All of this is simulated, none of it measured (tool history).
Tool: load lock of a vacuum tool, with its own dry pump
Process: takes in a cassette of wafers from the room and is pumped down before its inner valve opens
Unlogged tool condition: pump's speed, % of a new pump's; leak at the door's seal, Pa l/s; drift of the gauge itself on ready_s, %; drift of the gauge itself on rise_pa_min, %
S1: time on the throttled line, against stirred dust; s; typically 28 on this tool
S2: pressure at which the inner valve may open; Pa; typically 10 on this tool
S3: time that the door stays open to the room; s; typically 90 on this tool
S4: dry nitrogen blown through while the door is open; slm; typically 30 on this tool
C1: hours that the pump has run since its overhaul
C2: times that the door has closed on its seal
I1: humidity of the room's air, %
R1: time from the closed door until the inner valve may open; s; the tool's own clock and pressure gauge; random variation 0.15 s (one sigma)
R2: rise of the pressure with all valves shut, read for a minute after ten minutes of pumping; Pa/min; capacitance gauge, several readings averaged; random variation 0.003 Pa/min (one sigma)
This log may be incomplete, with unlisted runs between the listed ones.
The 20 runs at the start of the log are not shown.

Run 21, hour 4722.3: usual settings but S2 14 Pa; C1 16395; C2 51973; I1 46.7. Result: R1 44.3 s, R2 0.376 Pa/min.
Run 22, hour 4910.6: usual settings but S1 38 s, S2 11 Pa; C1 16584; C2 52673; I1 45.3. Result: R1 53.0 s, R2 0.372 Pa/min.
Run 23, hour 5164.7: usual settings but S1 38 s, S2 11 Pa; C1 16838; C2 53618; I1 44.0. Result: R1 52.9 s, R2 0.396 Pa/min.
Run 24, hour 5429.4: usual settings but S1 44 s, S2 11 Pa, S3 59 s, S4 37 slm; C1 17102; C2 54602; I1 43.5. Result: R1 58.4 s, R2 0.396 Pa/min.
Run 25, hour 5617.3: usual settings but S1 44 s, S2 11 Pa, S3 59 s, S4 37 slm; C1 17290; C2 55301; I1 46.4. Result: R1 58.6 s, R2 0.408 Pa/min.
Run 26, hour 5945.7: usual settings but S1 44 s, S2 11 Pa, S3 59 s, S4 37 slm; C1 17619; C2 56522; I1 45.2. Result: R1 58.7 s, R2 0.425 Pa/min.
Run 27, hour 6141.1: usual settings but S1 44 s, S2 11 Pa, S3 59 s, S4 37 slm; C1 17814; C2 57248; I1 41.5. Result: R1 58.1 s, R2 0.436 Pa/min.
Run 28, hour 6451.8: usual settings but S1 44 s, S2 11 Pa, S3 59 s, S4 37 slm; C1 18125; C2 58404; I1 45.3. Result: R1 58.4 s, R2 0.444 Pa/min.
Run 29, hour 6628.3: usual settings but S1 17 s, S4 16 slm; C1 18301; C2 59060; I1 44.2. Result: R1 35.8 s, R2 0.471 Pa/min.
Run 30, hour 6986.6: usual settings but S1 17 s, S4 16 slm; C1 18660; C2 60392; I1 44.9. Result: R1 35.7 s, R2 0.484 Pa/min.
At hour 7012.0: dry pump taken out, an overhauled one fitted.
Run 31, hour 7299.2: usual settings but S1 17 s, S4 16 slm; C1 287; C2 61532; I1 43.8. Result: R1 33.7 s, R2 0.487 Pa/min.
Run 32, hour 7595.6: usual settings but S1 17 s, S2 9 Pa, S4 16 slm; C1 584; C2 62634; I1 44.1. Result: R1 33.9 s, R2 0.508 Pa/min.
Run 33, hour 7824.0: usual settings but S1 17 s, S2 9 Pa, S4 16 slm; C1 812; C2 63484; I1 43.3. Result: R1 34.0 s, R2 0.525 Pa/min.
Run 34, hour 8054.8: usual settings but S1 33 s, S2 16 Pa; C1 1043; C2 64342; I1 46.6. Result: R1 46.7 s, R2 0.516 Pa/min.
Run 35, hour 8356.0: usual settings but S1 17 s, S2 16 Pa, S3 26 s; C1 1344; C2 65462; I1 46.2. Result: R1 32.9 s, R2 0.538 Pa/min.
Run 36, hour 8727.3: usual settings but S1 30 s, S2 16 Pa, S3 26 s; C1 1715; C2 66842; I1 41.6. Result: R1 44.1 s, R2 0.551 Pa/min.
Run 37, hour 8966.9: usual settings but S1 30 s, S2 16 Pa, S3 26 s; C1 1955; C2 67734; I1 46.0. Result: R1 44.0 s, R2 0.556 Pa/min.

Alternative continuations, all from the tool just after run 37; predict every row:
Run A, hour 9318.0: usual settings but S1 27 s, S2 16 Pa, S3 75 s, S4 5 slm; C1 2306; C2 69039; I1 43.4. Result: R1 ?, R2 ?.
Run B, hour 9318.0: usual settings but S1 17 s, S2 12 Pa, S4 5 slm; C1 2306; C2 69039; I1 48.7. Result: R1 ?, R2 ?.
Run C, hour 9318.0: usual settings but S1 25 s, S2 17 Pa, S4 11 slm; C1 2306; C2 69039; I1 46.3. Result: R1 ?, R2 ?.
Run D, hour 9318.0: usual settings but S1 30 s, S2 12 Pa, S3 26 s; C1 2306; C2 69039; I1 45.9. Result: R1 ?, R2 ?.

run    R1     R2
  A  41.5  0.600
  B  33.5  0.617
  C  39.7  0.612
  D  45.1  0.573
What these runs would have given with no unlogged condition in the tool:
run    R1     R2
  A  41.4  0.055
  B  33.4  0.063
  C  39.6  0.054
  D  44.9  0.028

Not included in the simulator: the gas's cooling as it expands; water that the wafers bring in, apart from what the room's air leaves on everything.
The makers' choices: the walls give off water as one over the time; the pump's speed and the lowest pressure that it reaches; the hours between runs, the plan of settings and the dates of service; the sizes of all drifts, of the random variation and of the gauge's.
